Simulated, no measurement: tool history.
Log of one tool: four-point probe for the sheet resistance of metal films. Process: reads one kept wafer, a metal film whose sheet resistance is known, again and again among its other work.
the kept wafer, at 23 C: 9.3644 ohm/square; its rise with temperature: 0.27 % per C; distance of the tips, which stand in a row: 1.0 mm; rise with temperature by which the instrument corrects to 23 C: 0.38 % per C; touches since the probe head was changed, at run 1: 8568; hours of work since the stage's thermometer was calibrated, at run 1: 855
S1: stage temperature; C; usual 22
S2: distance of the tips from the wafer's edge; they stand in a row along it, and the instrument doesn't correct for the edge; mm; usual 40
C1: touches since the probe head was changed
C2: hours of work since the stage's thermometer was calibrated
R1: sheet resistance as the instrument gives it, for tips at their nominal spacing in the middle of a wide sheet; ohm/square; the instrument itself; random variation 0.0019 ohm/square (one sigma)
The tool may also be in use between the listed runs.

run 1 hour=0 | S1=22 S2=40 | C1=8568 C2=855 | R1=9.323328
run 2 hour=42.6 | S1=22 S2=40 | C1=9943 C2=873 | R1=9.319161
run 3 hour=74.8 | S1=22 S2=40 | C1=10984 C2=887 | R1=9.32058
run 4 hour=119.5 | S1=26 S2=40 | C1=12428 C2=906 | R1=9.277438
run 5 hour=164.8 | S1=26 S2=40 | C1=13894 C2=925 | R1=9.28222
run 6 hour=188.7 | S1=26 S2=40 | C1=14667 C2=935 | R1=9.277103
run 7 hour=215.9 | S1=23 S2=40 | C1=15546 C2=946 | R1=9.307172
run 8 hour=261 | S1=22 S2=33 | C1=17001 C2=965 | R1=9.322146
run 9 hour=306.7 | S1=22 S2=4 | C1=18478 C2=984 | R1=9.619335
run 10 hour=357.7 | S1=22 S2=40 | C1=20129 C2=1006 | R1=9.320244
run 11 hour=413.4 | S1=22 S2=40 | C1=21928 C2=1029 | R1=9.31679
run 12 hour=443.7 | S1=22 S2=40 | C1=22908 C2=1042 | R1=9.317148
run 13 hour=475.3 | S1=22 S2=8 | C1=23927 C2=1055 | R1=9.390961
run 14 hour=510.3 | S1=31 S2=18 | C1=25057 C2=1070 | R1=9.241075
run 15 hour=564.7 | S1=31 S2=18 | C1=26817 C2=1093 | R1=9.236673
-- hour=568.9 stage's thermometer calibrated
run 16 hour=617.7 | S1=22 S2=13 | C1=28513 C2=21 | R1=9.344171
run 17 hour=664.9 | S1=30 S2=35 | C1=30040 C2=40 | R1=9.238223
-- hour=701.8 stage's thermometer calibrated, once more
run 18 hour=711.8 | S1=30 S2=35 | C1=31539 C2=4 | R1=9.230067
run 19 hour=738.4 | S1=26 S2=36 | C1=32396 C2=15 | R1=9.272114
run 20 hour=770.5 | S1=27 S2=4 | C1=33436 C2=29 | R1=9.551096
run 21 hour=821.8 | S1=27 S2=4 | C1=35092 C2=50 | R1=9.555365
run 22 hour=851.3 | S1=21 S2=21 | C1=36046 C2=63 | R1=9.325628
run 23 hour=882.3 | S1=21 S2=21 | C1=37047 C2=76 | R1=9.329185
run 24 hour=915.2 | S1=21 S2=21 | C1=38110 C2=90 | R1=9.328038

The next listed run, before its measurement:
run 25 hour=959.6 | S1=28 S2=21 | C1=39548 C2=108 | R1=?

{"run 25": {"R1": 9.255085}}
Without the tool's hidden state the same run would have given R1 9.324964 ohm/square.
